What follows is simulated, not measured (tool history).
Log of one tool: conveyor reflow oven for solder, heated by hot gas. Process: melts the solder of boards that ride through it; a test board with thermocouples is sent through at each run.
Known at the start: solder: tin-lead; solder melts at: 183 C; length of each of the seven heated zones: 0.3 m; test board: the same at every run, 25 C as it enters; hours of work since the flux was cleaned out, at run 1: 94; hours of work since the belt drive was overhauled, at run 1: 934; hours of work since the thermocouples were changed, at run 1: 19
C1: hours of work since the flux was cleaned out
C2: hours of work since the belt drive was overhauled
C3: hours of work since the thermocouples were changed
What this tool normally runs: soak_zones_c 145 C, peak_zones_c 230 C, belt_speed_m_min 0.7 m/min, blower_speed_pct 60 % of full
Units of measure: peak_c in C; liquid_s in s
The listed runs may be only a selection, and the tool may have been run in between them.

Run 1, hour 0: usual settings; C1 94; C2 934; C3 19. Result: peak_c 213 C, liquid_s 38 s.
Run 2, hour 43.2: usual settings; C1 112; C2 952; C3 36. Result: peak_c 212.7 C, liquid_s 38.2 s.
Run 3, hour 109: usual settings but blower_speed_pct 79 % of full; C1 139; C2 979; C3 63. Result: peak_c 217.6 C, liquid_s 41.3 s.
Run 4, hour 153.6: usual settings but peak_zones_c 236 C; C1 157; C2 997; C3 82. Result: peak_c 217.7 C, liquid_s 40.9 s.
At hour 161: belt drive overhauled, speed set with a stopwatch.
Run 5, hour 200.8: usual settings but peak_zones_c 218 C; C1 175; C2 16; C3 100. Result: peak_c 202.2 C, liquid_s 31.3 s.
At hour 211.5: flux residue cleaned out of gas plates and filters.
Run 6, hour 244.9: usual settings but soak_zones_c 158 C, peak_zones_c 235 C; C1 14; C2 32; C3 116. Result: peak_c 219.6 C, liquid_s 46.2 s.
Run 7, hour 280.4: usual settings but soak_zones_c 147 C, peak_zones_c 228 C, belt_speed_m_min 0.795 m/min, blower_speed_pct 61 % of full; C1 28; C2 47; C3 130. Result: peak_c 208.7 C, liquid_s 31.2 s.
Run 8, hour 332.2: usual settings but soak_zones_c 147 C, peak_zones_c 228 C, belt_speed_m_min 0.795 m/min, blower_speed_pct 61 % of full; C1 50; C2 68; C3 152. Result: peak_c 208 C, liquid_s 31 s.
Run 9, hour 364.9: usual settings but peak_zones_c 233 C; C1 63; C2 82; C3 165. Result: peak_c 215.3 C, liquid_s 40.1 s.
Run 10, hour 421.4: usual settings but peak_zones_c 233 C; C1 86; C2 105; C3 188. Result: peak_c 215.3 C, liquid_s 39.9 s.

Branching from run 10: 4 alternative next runs. What would each branch give?
Run A, hour 471.5: usual settings but soak_zones_c 137 C, peak_zones_c 231 C, belt_speed_m_min 0.659 m/min; C1 107; C2 126; C3 209. Result: peak_c ?, liquid_s ?.
Run B, hour 471.5: usual settings but soak_zones_c 152 C, peak_zones_c 233 C; C1 107; C2 126; C3 209. Result: peak_c ?, liquid_s ?.
Run C, hour 471.5: usual settings but peak_zones_c 237 C, belt_speed_m_min 0.783 m/min, blower_speed_pct 68 % of full; C1 107; C2 126; C3 209. Result: peak_c ?, liquid_s ?.
Run D, hour 471.5: usual settings but soak_zones_c 143 C, peak_zones_c 240 C, blower_speed_pct 81 % of full; C1 107; C2 126; C3 209. Result: peak_c ?, liquid_s ?.

run  peak_c  liquid_s
  A   213.6      39.5
  B   216.3      42.8
  C   217.2      36.5
  D   226.1      44.8
The same runs, with their run-to-run variation unchanged, on a tool lacking any hidden condition would have given:
run  peak_c  liquid_s
  A   213.6      38.4
  B   216.3      41.7
  C   217.3      35.5
  D   226.3      43.6
